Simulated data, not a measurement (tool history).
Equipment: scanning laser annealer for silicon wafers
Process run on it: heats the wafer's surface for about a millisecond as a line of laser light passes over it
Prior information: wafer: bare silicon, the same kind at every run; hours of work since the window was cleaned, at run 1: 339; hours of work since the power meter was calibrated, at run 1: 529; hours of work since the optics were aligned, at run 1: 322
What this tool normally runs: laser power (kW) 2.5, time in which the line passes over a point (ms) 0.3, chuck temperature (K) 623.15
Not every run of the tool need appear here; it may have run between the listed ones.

run,day,laser power (kW),time in which the line passes over a point (ms),chuck temperature (K),hours of work since the window was cleaned,hours of work since the power meter was calibrated,hours of work since the optics were aligned,highest temperature of the surface (K)
1,0,2.5,0.3,623.15,339,529,322,1328.15
2,0.838,2.5,0.3,623.15,347,537,331,1326.15
3,2.188,2.5,0.3,623.15,361,551,345,1328.15
4,3.571,2.5,0.3,623.15,375,565,359,1325.15
5,4.288,2.5,0.3,623.15,382,572,366,1321.15
6,5.375,2.5,0.3,623.15,393,583,377,1323.15
7,6.254,2.5,0.3,623.15,402,592,386,1322.15
8,7.725,2.368,0.257,656.15,417,607,401,1259.15
9,8.738,2.337,0.296,655.15,427,617,411,1291.15
10,10.304,2.337,0.296,655.15,443,633,427,1293.15
# day 10.662: optics aligned, line set to its width
11,11.521,2.24,0.312,655.15,453,643,9,1274.15
12,13.054,2.332,0.312,660.15,469,659,24,1310.15
13,14.5,2.36,0.248,592.15,484,673,39,1173.15
14,15.758,2.263,0.361,638.15,496,686,52,1310.15

Below are 5 alternative next runs, each starting from the tool's condition after run 14. Predict each:
A,16.479,2.509,0.271,623.15,504,693,59,?
B,16.479,2.524,0.26,639.15,504,693,59,?
C,16.479,2.55,0.287,606.15,504,693,59,?
D,16.479,2.303,0.222,587.15,504,693,59,?
E,16.479,2.263,0.348,588.15,504,693,59,?

run,highest temperature of the surface (K)
A,1280.15
B,1285.15
C,1293.15
D,1116.15
E,1245.15
Without the tool's hidden state the same runs would have given:
run,highest temperature of the surface (K)
A,1317.15
B,1322.15
C,1333.15
D,1147.15
E,1283.15
